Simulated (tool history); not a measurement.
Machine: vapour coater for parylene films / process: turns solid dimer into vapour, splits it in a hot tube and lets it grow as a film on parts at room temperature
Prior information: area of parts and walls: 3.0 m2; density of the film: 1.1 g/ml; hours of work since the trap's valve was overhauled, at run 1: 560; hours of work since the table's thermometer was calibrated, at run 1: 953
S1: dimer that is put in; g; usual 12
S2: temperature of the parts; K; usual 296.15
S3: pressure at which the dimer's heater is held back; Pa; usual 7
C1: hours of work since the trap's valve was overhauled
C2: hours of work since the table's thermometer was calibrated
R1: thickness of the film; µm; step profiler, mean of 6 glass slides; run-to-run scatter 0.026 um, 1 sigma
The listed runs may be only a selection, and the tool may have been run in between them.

run	hour	S1	S2	S3	C1	C2	R1
1	0	12	296.15	7	560	953	1.91
2	39.6	12	296.15	7	586	979	1.89
3	97.6	12	296.15	7	625	1017	1.89
4	138.7	12	296.15	3.33	652	1045	2.01
# hour 156.8: trap's valve overhauled
5	173	12	296.15	3.33	11	1065	1.94
6	220.5	12	296.15	3.33	42	1096	1.9
7	281.4	12	296.15	3.33	82	1136	1.89
8	345.2	12	296.15	3.33	125	1179	1.85
9	391.2	12	296.15	7	155	1209	1.7
10	425	12	304.15	7	177	1231	1.15
11	475.9	12	296.15	7	211	1265	1.67
# hour 505.7: trap's valve overhauled, once more
12	527.2	12	296.15	7	14	1296	2.13
13	577.6	12	296.15	7	48	1329	2.1
14	612.2	12	296.15	7	70	1352	2.09
15	661.5	12	296.15	7	103	1385	2.04
16	690	12	296.15	7	122	1404	2.05
17	752.1	12	296.15	7	163	1445	2.02
18	808.9	12	296.15	7	200	1482	1.99
19	849.1	12	296.15	7	227	1509	1.98
20	900.8	12	296.15	7	261	1543	2.01
21	929.9	12	296.15	7	280	1562	1.99
22	997.4	12	296.15	7	325	1607	1.99
23	1037.2	12	296.15	7	351	1633	1.94
24	1074.8	12	296.15	7	376	1658	1.98
25	1128.5	12	296.15	7	412	1694	1.93
26	1172.5	12	296.15	7	441	1723	1.92
27	1206	12	296.15	7	463	1745	1.92
28	1263.9	16	296.15	9.43	501	1783	2.4
29	1298.9	9	290.15	2.08	524	1806	2.19
30	1344.3	7	300.15	6.77	554	1836	0.9
31	1405.6	21	300.15	7.29	595	1877	2.72
32	1472.6	19	296.15	3.98	639	1921	3.14
# hour 1506.5: trap's valve overhauled
33	1536.2	12	293.15	8.16	20	1961	2.32
34	1580.5	12	293.15	8.16	49	1990	2.35
35	1608.7	6	293.15	8.16	68	2009	1.12
36	1641	6	293.15	8.16	89	2030	1.13
37	1695.9	7	305.15	11.24	125	2066	0.78
38	1751.2	7	305.15	11.24	162	2103	0.74
39	1790.5	7	305.15	11.24	188	2129	0.74
40	1858.5	9	292.15	5.09	233	2174	1.88
41	1927.4	6	292.15	5.09	278	2219	1.23
42	1978.3	6	306.15	11.63	312	2253	0.62
43	2016.2	6	306.15	11.63	337	2278	0.61
# hour 2028.5: table's thermometer calibrated
44	2067.2	6	289.15	11.8	370	26	1.27
45	2124.4	6	289.15	2.72	408	63	1.51
46	2180.8	6	289.15	2.72	445	101	1.5
47	2226.8	12	299.15	10.2	476	131	1.61
48	2260.2	12	299.15	10.2	498	153	1.63

Per-run results on a tool with no hidden state, each run keeping its own random variation:
Hidden conditions of the tool in this case: vapour lost through the trap's worn valve, %; true temperature of the parts over the reading, C; drift of the gauge itself on film_um, %.
run	R1
1	2.18
2	2.17
3	2.18
4	2.34
5	2.38
6	2.36
7	2.37
8	2.35
9	2.17
10	1.48
11	2.16
12	2.17
13	2.16
14	2.16
15	2.12
16	2.14
17	2.13
18	2.11
19	2.11
20	2.16
21	2.14
22	2.16
23	2.12
24	2.18
25	2.13
26	2.13
27	2.15
28	2.71
29	2.48
30	1.03
31	3.12
32	3.64
33	2.4
34	2.43
35	1.17
36	1.18
37	0.81
38	0.78
39	0.78
40	2.01
41	1.33
42	0.67
43	0.67
44	1.36
45	1.63
46	1.63
47	1.77
48	1.79

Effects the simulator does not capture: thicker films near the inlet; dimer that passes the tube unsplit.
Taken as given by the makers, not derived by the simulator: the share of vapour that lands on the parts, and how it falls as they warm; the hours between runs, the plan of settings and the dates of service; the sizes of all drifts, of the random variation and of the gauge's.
